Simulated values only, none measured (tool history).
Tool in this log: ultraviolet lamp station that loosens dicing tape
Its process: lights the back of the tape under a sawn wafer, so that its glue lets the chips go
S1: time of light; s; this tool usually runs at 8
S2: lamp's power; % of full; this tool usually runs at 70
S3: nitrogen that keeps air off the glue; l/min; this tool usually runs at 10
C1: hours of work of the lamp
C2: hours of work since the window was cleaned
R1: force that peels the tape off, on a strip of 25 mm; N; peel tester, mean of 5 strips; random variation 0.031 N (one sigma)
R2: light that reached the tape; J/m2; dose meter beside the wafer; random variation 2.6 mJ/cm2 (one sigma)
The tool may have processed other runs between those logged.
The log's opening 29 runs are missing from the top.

run	hour	S1	S2	S3	C1	C2	R1	R2
30	281.4	7	99	4	415	13	2.010	3700
31	293.5	7	99	4	423	21	1.993	3690
32	306.3	16	84	11	431	30	0.190	7150
33	315.0	16	61	9	437	36	0.560	5100
34	323.9	8	87	8	443	41	1.347	3650
35	330.4	4	60	10	447	46	5.242	1270
36	342.6	13	63	6	455	54	1.176	4280
37	353.6	13	63	6	462	61	1.189	4260
38	366.1	13	67	8	471	69	0.829	4530
39	372.1	13	63	8	475	73	0.968	4260
40	380.7	13	63	8	480	79	0.947	4320
41	392.0	9	64	8	488	86	1.962	2990
42	405.4	6	68	7	497	95	3.349	2120
43	419.1	6	91	7	506	104	2.329	2790

Here are 5 independent what-if runs from the current tool condition. What would each one return?
A	431.2	9	70	6	514	112	?	?
B	431.2	6	91	15	514	112	?	?
C	431.2	9	91	3	514	112	?	?
D	431.2	8	91	3	514	112	?	?
E	431.2	9	61	6	514	112	?	?

run	R1	R2
A	2.017	3230
B	1.664	2810
C	1.877	4160
D	2.200	3760
E	2.477	2800
With the hidden condition removed and each run's random variation left untouched, the same runs would have given:
run	R1	R2
A	1.673	3590
B	1.355	3120
C	1.547	4630
D	1.850	4180
E	2.103	3110
